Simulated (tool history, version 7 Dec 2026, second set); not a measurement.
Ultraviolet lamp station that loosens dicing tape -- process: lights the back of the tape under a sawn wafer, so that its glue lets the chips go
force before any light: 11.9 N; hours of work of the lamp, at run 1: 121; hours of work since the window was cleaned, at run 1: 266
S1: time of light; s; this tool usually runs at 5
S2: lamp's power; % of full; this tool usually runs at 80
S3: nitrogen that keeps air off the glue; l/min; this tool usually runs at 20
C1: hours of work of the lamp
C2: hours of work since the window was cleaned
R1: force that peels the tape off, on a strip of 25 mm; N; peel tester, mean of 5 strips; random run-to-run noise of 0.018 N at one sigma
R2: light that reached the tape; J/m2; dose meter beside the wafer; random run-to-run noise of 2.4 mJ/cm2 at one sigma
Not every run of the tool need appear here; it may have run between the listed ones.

run    day  S1  S2  S3   C1   C2     R1    R2
  1      0   5  80  20  121  266  0.866  2570
  2  0.538   5  80  20  129  273  0.827  2590
  3  1.175   5  80  20  137  282  0.889  2580
  4  1.762   5  80  20  146  290  0.897  2590
  5  2.333   5  80  20  154  298  0.837  2610
  6  2.858   5  80  20  161  306  0.855  2610

Run 7 comes next. What will it give?
  7  3.142   5  80  20  165  310   ?   ?

{"run 7": {"R1": 0.867, "R2": 2570}}
Had the tool carried no hidden state, the very same run would have given R1 0.866 N, R2 2570 J/m2.
